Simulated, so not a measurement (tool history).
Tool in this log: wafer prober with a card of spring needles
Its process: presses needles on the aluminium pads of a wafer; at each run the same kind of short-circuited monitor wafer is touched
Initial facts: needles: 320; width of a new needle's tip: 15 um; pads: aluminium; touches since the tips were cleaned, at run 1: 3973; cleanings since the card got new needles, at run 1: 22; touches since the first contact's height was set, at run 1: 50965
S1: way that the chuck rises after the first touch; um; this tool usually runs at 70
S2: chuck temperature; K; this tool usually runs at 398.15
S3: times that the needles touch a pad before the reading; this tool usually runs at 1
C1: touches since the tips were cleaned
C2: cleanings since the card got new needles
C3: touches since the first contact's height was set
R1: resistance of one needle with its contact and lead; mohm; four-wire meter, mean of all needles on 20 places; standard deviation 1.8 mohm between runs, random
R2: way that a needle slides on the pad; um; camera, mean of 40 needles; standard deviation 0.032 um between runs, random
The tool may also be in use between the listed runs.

run   hour  S1      S2  S3    C1  C2     C3   R1     R2
  1      0  70  398.15   1  3973  22  50965  212  19.05
       3.3  -- tips cleaned on abrasive film
  2      8  70  398.15   1  3266  23  56388  210  19.04
      12.5  -- tips cleaned on abrasive film
  3   17.2  70  398.15   1  3192  24  62584  213  18.99
        22  -- tips cleaned on abrasive film
  4   24.8  70  398.15   1  1911  25  67683  208  19.02
        31  -- tips cleaned on abrasive film
  5   35.8  70  398.15   1  3294  26  75129  212  18.99
      39.8  -- tips cleaned on abrasive film
  6   46.6  70  398.15   1  4685  27  82456  214  18.93
      48.8  -- tips cleaned on abrasive film
  7   55.4  70  398.15   1  4481  28  88362  216  18.91
      58.1  -- tips cleaned on abrasive film
  8   63.2  70  398.15   1  3488  29  93620  211  18.92
      66.9  -- tips cleaned on abrasive film
      68.4  -- height of the first contact set anew
  9   74.2  70  398.15   1  4738  30   3942  214  19.23
      76.3  -- tips cleaned on abrasive film
      85.4  -- tips cleaned on abrasive film
 10   85.9  70  398.15   1   393  32  11836  197  19.11
      94.6  -- tips cleaned on abrasive film
 11   96.5  70  305.15   1  1320  33  18966  186  19.14
     103.3  -- tips cleaned on abrasive film
 12  105.6  70  398.15   1  1547  34  25106  204  19.14
     112.7  -- tips cleaned on abrasive film
 13  113.7  70  398.15   1   718  35  30613  200   19.1
 14  119.1  70  398.15   1  4395  35  34290  213   19.1
     121.7  -- tips cleaned on abrasive film
     131.3  -- tips cleaned on abrasive film
 15  131.4  70  398.15   1    94  37  42534  196  19.13
     140.7  -- tips cleaned on abrasive film
 16  141.9  70  398.15   1   840  38  49637  202  19.05
       150  -- tips cleaned on abrasive film
 17  154.3  69  327.15   2  2976  39  58056  194  18.78
     158.9  -- tips cleaned on abrasive film
 18  166.1  69  327.15   2  4925  40  66003  200  18.74
     168.6  -- tips cleaned on abrasive film
 19  174.4  71  352.15   3  3922  41  71595  192  19.26
     177.5  -- tips cleaned on abrasive film
 20  184.6  77  313.15   1  4888  42  78531  200   20.9
     186.5  -- tips cleaned on abrasive film
 21  192.4  77  313.15   1  4016  43  83780  199   20.8
     195.8  -- tips cleaned on abrasive film
 22  201.3  77  313.15   1  3766  44  89797  200  20.79
       205  -- tips cleaned on abrasive film
 23  209.5  76  347.15   1  3053  45  95311  200  20.51
     212.1  -- height of the first contact set anew
     214.1  -- tips cleaned on abrasive film
 24    217  71  398.15   3  1935  46   3241  196  19.53
     223.5  -- tips cleaned on abrasive film
 25  228.9  85  362.15   1  3730  47  11339  196  23.26
     232.9  -- tips cleaned on abrasive film
 26  240.3  72  362.15   3  5090  48  19070  198  19.77
     242.3  -- tips cleaned on abrasive film
 27  249.1  70  308.15   2  4662  49  24987  195  19.12
     251.4  -- tips cleaned on abrasive film
 28  256.8  53  362.15   1  3701  50  30194  224  14.44
     260.2  -- tips cleaned on abrasive film
 29    268  76  306.15   2  5326  51  37785  191   20.7
     269.9  -- tips cleaned on abrasive film
 30  276.9  76  306.15   2  4820  52  43773  188  20.73
     278.6  -- tips cleaned on abrasive film
 31  285.1  72  360.15   1  4480  53  49324  214  19.62
     287.8  -- tips cleaned on abrasive film
 32  294.8  77  398.15   1  4839  54  55877  210  20.92

How the hidden state differs across the entries between the runs, from the last listed run before each to the first after it:
Runs 1 to 2: tips cleaned on abrasive film (hour 3.3)
  debris on the tips, nm: 103.4 -> 107.3; way that the needles fall short of the set height, um: 0.66 -> 0.73; tips' diameter, um: 15.69 -> 15.72
  measured value less the no-hidden-state value, R1: +20 -> +20 mohm; R2: -0.18 -> -0.2 um
Runs 2 to 3: tips cleaned on abrasive film (hour 12.5)
  debris on the tips, nm: 107.3 -> 102.3; way that the needles fall short of the set height, um: 0.73 -> 0.8; tips' diameter, um: 15.72 -> 15.74
  measured value less the no-hidden-state value, R1: +20 -> +20 mohm; R2: -0.2 -> -0.22 um
Runs 3 to 4: tips cleaned on abrasive film (hour 22)
  debris on the tips, nm: 102.3 -> 78.2; way that the needles fall short of the set height, um: 0.8 -> 0.9; tips' diameter, um: 15.74 -> 15.78
  measured value less the no-hidden-state value, R1: +20 -> +15 mohm; R2: -0.22 -> -0.24 um
Runs 4 to 5: tips cleaned on abrasive film (hour 31)
  debris on the tips, nm: 78.2 -> 107.6; way that the needles fall short of the set height, um: 0.9 -> 1; tips' diameter, um: 15.78 -> 15.81
  measured value less the no-hidden-state value, R1: +15 -> +22 mohm; R2: -0.24 -> -0.27 um
Runs 5 to 6: tips cleaned on abrasive film (hour 39.8)
  debris on the tips, nm: 107.6 -> 124.2; way that the needles fall short of the set height, um: 1 -> 1.08; tips' diameter, um: 15.81 -> 15.84
  measured value less the no-hidden-state value, R1: +22 -> +24 mohm; R2: -0.27 -> -0.3 um
Runs 6 to 7: tips cleaned on abrasive film (hour 48.8)
  debris on the tips, nm: 124.2 -> 123.5; way that the needles fall short of the set height, um: 1.08 -> 1.15; tips' diameter, um: 15.84 -> 15.87
  measured value less the no-hidden-state value, R1: +24 -> +25 mohm; R2: -0.3 -> -0.32 um
Runs 7 to 8: tips cleaned on abrasive film (hour 58.1)
  debris on the tips, nm: 123.5 -> 106.5; way that the needles fall short of the set height, um: 1.15 -> 1.23; tips' diameter, um: 15.87 -> 15.9
  measured value less the no-hidden-state value, R1: +25 -> +21 mohm; R2: -0.32 -> -0.34 um
Runs 8 to 9: tips cleaned on abrasive film (hour 66.9); height of the first contact set anew (hour 68.4)
  debris on the tips, nm: 106.5 -> 122.3; way that the needles fall short of the set height, um: 1.23 -> 0; tips' diameter, um: 15.9 -> 15.93
  measured value less the no-hidden-state value, R1: +21 -> +24 mohm; R2: -0.34 -> +0 um
Runs 9 to 10: tips cleaned on abrasive film (hour 76.3); tips cleaned on abrasive film (hour 85.4)
  debris on the tips, nm: 122.3 -> 28.3; way that the needles fall short of the set height, um: 0 -> 0.2; tips' diameter, um: 15.93 -> 16
  measured value less the no-hidden-state value, R1: +24 -> +6 mohm; R2: +0 -> -0.06 um
Runs 10 to 11: tips cleaned on abrasive film (hour 94.6)
  debris on the tips, nm: 28.3 -> 52.6; way that the needles fall short of the set height, um: 0.2 -> 0.27; tips' diameter, um: 16 -> 16.03
  measured value less the no-hidden-state value, R1: +6 -> +13 mohm; R2: -0.06 -> -0.07 um
Runs 11 to 12: tips cleaned on abrasive film (hour 103.3)
  debris on the tips, nm: 52.6 -> 64; way that the needles fall short of the set height, um: 0.27 -> 0.37; tips' diameter, um: 16.03 -> 16.06
  measured value less the no-hidden-state value, R1: +13 -> +13 mohm; R2: -0.07 -> -0.1 um
Runs 12 to 13: tips cleaned on abrasive film (hour 112.7)
  debris on the tips, nm: 64 -> 31.9; way that the needles fall short of the set height, um: 0.37 -> 0.45; tips' diameter, um: 16.06 -> 16.09
  measured value less the no-hidden-state value, R1: +13 -> +7 mohm; R2: -0.1 -> -0.12 um
Runs 14 to 15: tips cleaned on abrasive film (hour 121.7); tips cleaned on abrasive film (hour 131.3)
  debris on the tips, nm: 118.8 -> 12.4; way that the needles fall short of the set height, um: 0.45 -> 0.63; tips' diameter, um: 16.09 -> 16.15
  measured value less the no-hidden-state value, R1: +24 -> +3 mohm; R2: -0.13 -> -0.18 um
Runs 15 to 16: tips cleaned on abrasive film (hour 140.7)
  debris on the tips, nm: 12.4 -> 46.9; way that the needles fall short of the set height, um: 0.63 -> 0.75; tips' diameter, um: 16.15 -> 16.19
  measured value less the no-hidden-state value, R1: +3 -> +10 mohm; R2: -0.18 -> -0.2 um
Runs 16 to 17: tips cleaned on abrasive film (hour 150)
  debris on the tips, nm: 46.9 -> 95.3; way that the needles fall short of the set height, um: 0.75 -> 0.85; tips' diameter, um: 16.19 -> 16.23
  measured value less the no-hidden-state value, R1: +10 -> +14 mohm; R2: -0.2 -> -0.23 um
Runs 17 to 18: tips cleaned on abrasive film (hour 158.9)
  debris on the tips, nm: 95.3 -> 131; way that the needles fall short of the set height, um: 0.85 -> 0.92; tips' diameter, um: 16.23 -> 16.25
  measured value less the no-hidden-state value, R1: +14 -> +19 mohm; R2: -0.23 -> -0.25 um
Runs 18 to 19: tips cleaned on abrasive film (hour 168.6)
  debris on the tips, nm: 131 -> 117.6; way that the needles fall short of the set height, um: 0.92 -> 1.01; tips' diameter, um: 16.25 -> 16.28
  measured value less the no-hidden-state value, R1: +19 -> +9 mohm; R2: -0.25 -> -0.27 um
Runs 19 to 20: tips cleaned on abrasive film (hour 177.5)
  debris on the tips, nm: 117.6 -> 122.4; way that the needles fall short of the set height, um: 1.01 -> 1.08; tips' diameter, um: 16.28 -> 16.31
  measured value less the no-hidden-state value, R1: +9 -> +25 mohm; R2: -0.27 -> -0.3 um
Runs 20 to 21: tips cleaned on abrasive film (hour 186.5)
  debris on the tips, nm: 122.4 -> 117.9; way that the needles fall short of the set height, um: 1.08 -> 1.16; tips' diameter, um: 16.31 -> 16.34
  measured value less the no-hidden-state value, R1: +25 -> +24 mohm; R2: -0.3 -> -0.32 um
Runs 21 to 22: tips cleaned on abrasive film (hour 195.8)
  debris on the tips, nm: 117.9 -> 112.6; way that the needles fall short of the set height, um: 1.16 -> 1.26; tips' diameter, um: 16.34 -> 16.37
  measured value less the no-hidden-state value, R1: +24 -> +23 mohm; R2: -0.32 -> -0.34 um
Runs 22 to 23: tips cleaned on abrasive film (hour 205)
  debris on the tips, nm: 112.6 -> 95.2; way that the needles fall short of the set height, um: 1.26 -> 1.36; tips' diameter, um: 16.37 -> 16.41
  measured value less the no-hidden-state value, R1: +23 -> +20 mohm; R2: -0.34 -> -0.37 um
Runs 23 to 24: height of the first contact set anew (hour 212.1); tips cleaned on abrasive film (hour 214.1)
  debris on the tips, nm: 95.2 -> 71.7; way that the needles fall short of the set height, um: 1.36 -> 0.09; tips' diameter, um: 16.41 -> 16.44
  measured value less the no-hidden-state value, R1: +20 -> +6 mohm; R2: -0.37 -> -0.02 um
Runs 24 to 25: tips cleaned on abrasive film (hour 223.5)
  debris on the tips, nm: 71.7 -> 112.4; way that the needles fall short of the set height, um: 0.09 -> 0.16; tips' diameter, um: 16.44 -> 16.46
  measured value less the no-hidden-state value, R1: +6 -> +18 mohm; R2: -0.02 -> -0.04 um
Runs 25 to 26: tips cleaned on abrasive film (hour 232.9)
  debris on the tips, nm: 112.4 -> 132.4; way that the needles fall short of the set height, um: 0.16 -> 0.27; tips' diameter, um: 16.46 -> 16.5
  measured value less the no-hidden-state value, R1: +18 -> +11 mohm; R2: -0.04 -> -0.07 um
Runs 26 to 27: tips cleaned on abrasive film (hour 242.3)
  debris on the tips, nm: 132.4 -> 124.9; way that the needles fall short of the set height, um: 0.27 -> 0.37; tips' diameter, um: 16.5 -> 16.53
  measured value less the no-hidden-state value, R1: +11 -> +18 mohm; R2: -0.07 -> -0.1 um
Runs 27 to 28: tips cleaned on abrasive film (hour 251.4)
  debris on the tips, nm: 124.9 -> 110.6; way that the needles fall short of the set height, um: 0.37 -> 0.43; tips' diameter, um: 16.53 -> 16.56
  measured value less the no-hidden-state value, R1: +18 -> +40 mohm; R2: -0.1 -> -0.12 um
Runs 28 to 29: tips cleaned on abrasive film (hour 260.2)
  debris on the tips, nm: 110.6 -> 134.7; way that the needles fall short of the set height, um: 0.43 -> 0.54; tips' diameter, um: 16.56 -> 16.59
  measured value less the no-hidden-state value, R1: +40 -> +17 mohm; R2: -0.12 -> -0.15 um
Runs 29 to 30: tips cleaned on abrasive film (hour 269.9)
  debris on the tips, nm: 134.7 -> 128.9; way that the needles fall short of the set height, um: 0.54 -> 0.61; tips' diameter, um: 16.59 -> 16.62
  measured value less the no-hidden-state value, R1: +17 -> +16 mohm; R2: -0.15 -> -0.16 um
Runs 30 to 31: tips cleaned on abrasive film (hour 278.6)
  debris on the tips, nm: 128.9 -> 120.9; way that the needles fall short of the set height, um: 0.61 -> 0.69; tips' diameter, um: 16.62 -> 16.65
  measured value less the no-hidden-state value, R1: +16 -> +26 mohm; R2: -0.16 -> -0.19 um
Runs 31 to 32: tips cleaned on abrasive film (hour 287.8)
  debris on the tips, nm: 120.9 -> 130.1; way that the needles fall short of the set height, um: 0.69 -> 0.78; tips' diameter, um: 16.65 -> 16.68
  measured value less the no-hidden-state value, R1: +26 -> +24 mohm; R2: -0.19 -> -0.22 um

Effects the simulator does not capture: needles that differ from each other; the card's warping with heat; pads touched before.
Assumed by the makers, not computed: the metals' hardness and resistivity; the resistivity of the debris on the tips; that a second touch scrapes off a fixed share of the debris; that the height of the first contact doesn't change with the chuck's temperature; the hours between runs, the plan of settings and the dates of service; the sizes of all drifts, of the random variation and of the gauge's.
